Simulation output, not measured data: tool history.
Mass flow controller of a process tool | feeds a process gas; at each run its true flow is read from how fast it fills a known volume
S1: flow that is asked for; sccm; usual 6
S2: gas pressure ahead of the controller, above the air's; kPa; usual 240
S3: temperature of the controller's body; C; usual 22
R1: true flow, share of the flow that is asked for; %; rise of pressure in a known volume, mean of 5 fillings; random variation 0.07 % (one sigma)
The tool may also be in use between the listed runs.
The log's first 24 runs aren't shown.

run,hour,S1,S2,S3,R1
25,3427.3,6,240,22,97.97
26,3575.4,6,212,22,98.21
27,3685.3,6,212,22,98.2
28,3852.7,6,212,22,98.22
29,3994.2,9,175,39,100.07
30,4099,9,175,39,100.02
31,4244.2,3,175,22,96.44
32,4439.6,19,232,22,100.93
33,4644.6,19,232,22,101.04
34,4816,11,161,22,99.89
35,4997.9,3,209,23,96.16
36,5151.1,4,240,31,97.2
37,5325.2,4,240,31,97.24
38,5419.2,5,240,22,97.53
39,5592,5,217,27,97.81
40,5800,13,226,39,100.63
41,5997.3,10,173,22,99.8
42,6192.3,6,221,26,98.44
43,6325.6,6,276,37,98.26
44,6486,6,240,20,97.97

The next listed run, before its measurement:
45,6624.8,2,144,26,?

Run 45 gave R1 94.7 %.
Without the tool's hidden state the same run would have given R1 98.03 %.
